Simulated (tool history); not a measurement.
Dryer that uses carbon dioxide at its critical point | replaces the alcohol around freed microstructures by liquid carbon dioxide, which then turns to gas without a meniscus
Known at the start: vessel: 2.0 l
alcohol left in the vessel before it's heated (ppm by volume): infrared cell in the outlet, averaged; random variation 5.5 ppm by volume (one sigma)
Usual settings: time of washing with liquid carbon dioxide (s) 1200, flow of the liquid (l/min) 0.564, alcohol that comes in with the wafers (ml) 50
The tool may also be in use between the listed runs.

run,hour,time of washing with liquid carbon dioxide (s),flow of the liquid (l/min),alcohol that comes in with the wafers (ml),alcohol left in the vessel before it's heated (ppm by volume)
1,0,1200,0.564,50,296
2,12.8,1200,0.564,50,304
3,31.2,1200,0.74,50,105
4,46.2,1200,0.74,50,111
5,55.8,1200,0.564,50,320
6,65,1200,0.564,50,321
7,81.7,1200,0.564,59,368
8,95.8,1200,0.564,74,471
9,110.7,1440,0.564,74,230
10,132.9,1440,0.564,74,212
11,144.8,1440,0.564,74,237
12,160.1,1200,0.564,50,355
13,174.7,1200,0.564,50,353
14,193,1200,0.378,50,1330
# hour 214.6: inlet filter changed
15,215.4,1200,0.804,50,69
16,237,1200,0.804,50,80
17,252.3,1200,0.804,50,85
18,264,1200,0.564,22,130
19,280.8,1200,0.564,22,131
20,299.4,1200,0.564,22,146
21,308.8,1200,0.564,22,125
22,322.7,1500,0.643,20,70
23,341.6,1140,0.395,50,934
24,355.8,1140,0.395,50,938
25,377.7,1140,0.395,50,964
26,389.9,720,0.4,27,1631
27,408.1,1200,0.362,89,1814
28,421.2,1200,0.674,58,164
29,440.8,1200,0.674,58,166
30,460.2,1080,0.577,64,439
31,473.7,1080,0.577,43,323
32,484.5,780,0.565,46,1070
33,500.4,1020,0.433,22,518
34,517.3,1020,0.698,22,152
35,531.3,1020,0.698,22,163
36,549.7,960,0.698,101,573
37,559,780,0.698,101,1242
38,577,1200,0.403,50,896
39,594.1,1680,0.865,39,97
40,603.8,1380,0.451,77,594
41,622.3,1920,0.564,50,109
42,638.8,1920,0.564,50,96

4 ways to go on from here, each from the tool as it stands after run 42. What would each give?
A,655.1,900,0.651,26,?
B,655.1,1140,0.564,50,?
C,655.1,960,0.836,50,?
D,655.1,1260,0.564,50,?

run,alcohol left in the vessel before it's heated (ppm by volume)
A,337
B,398
C,210
D,277
Without the tool's hidden state the same runs would have given:
run,alcohol left in the vessel before it's heated (ppm by volume)
A,160
B,191
C,71
D,110
